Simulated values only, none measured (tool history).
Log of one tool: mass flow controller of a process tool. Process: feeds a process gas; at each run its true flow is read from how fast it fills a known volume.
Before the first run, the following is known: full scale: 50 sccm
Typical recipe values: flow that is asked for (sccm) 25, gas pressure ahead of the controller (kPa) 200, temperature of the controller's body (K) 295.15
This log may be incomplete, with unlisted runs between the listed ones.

run    hour  flow that is asked for (sccm)  gas pressure ahead of the controller (kPa)  temperature of the controller's body (K)  true flow (%)
  1     0.0                             25                                         200                                    295.15          98.28
  2   281.2                             25                                         200                                    295.15          98.33
  3   470.0                             25                                         200                                    295.15          98.17
  4   768.5                             25                                         200                                    295.15          98.11
  5   977.3                             25                                         200                                    295.15          98.07
  6  1195.4                             25                                         200                                    295.15          97.89
  7  1421.7                             25                                         200                                    295.15          97.86
  8  1601.7                             25                                         200                                    295.15          97.90
  9  1838.3                             25                                         200                                    295.15          97.79
 10  2173.5                             25                                         200                                    295.15          97.61
 11  2385.0                             25                                         200                                    295.15          97.49
 12  2624.5                             25                                         200                                    293.15          97.61
 13  2926.7                              5                                         216                                    304.15          93.89
 14  3099.4                             22                                         181                                    304.15          96.77
 15  3292.1                             16                                         181                                    312.15          95.86
 16  3466.0                              7                                         226                                    302.15          94.48
 17  3734.8                             42                                         200                                    297.15          97.97
 18  3906.6                             42                                         200                                    297.15          97.90
 19  4235.0                             42                                         200                                    297.15          97.87
 20  4489.0                             30                                         165                                    297.15          97.33
 21  4717.1                             30                                         165                                    297.15          97.18
 22  4878.7                             30                                         165                                    297.15          97.14
 23  5149.8                              6                                         231                                    294.15          93.60
 24  5369.2                              6                                         200                                    311.15          92.52

Each row is a separate what-if for the run after 24, all from the same tool condition, not one after another. Results?
  A  5677.5                             49                                         200                                    311.15              ?
  B  5677.5                              5                                         244                                    306.15              ?
  C  5677.5                             12                                         141                                    311.15              ?
  D  5677.5                             25                                         200                                    294.15              ?

run  true flow (%)
  A          97.01
  B          91.81
  C          94.51
  D          96.76
Take away the tool's hidden state, keep each run's random variation, and the runs would have read:
run  true flow (%)
  A          99.27
  B          97.77
  C          98.07
  D          99.42
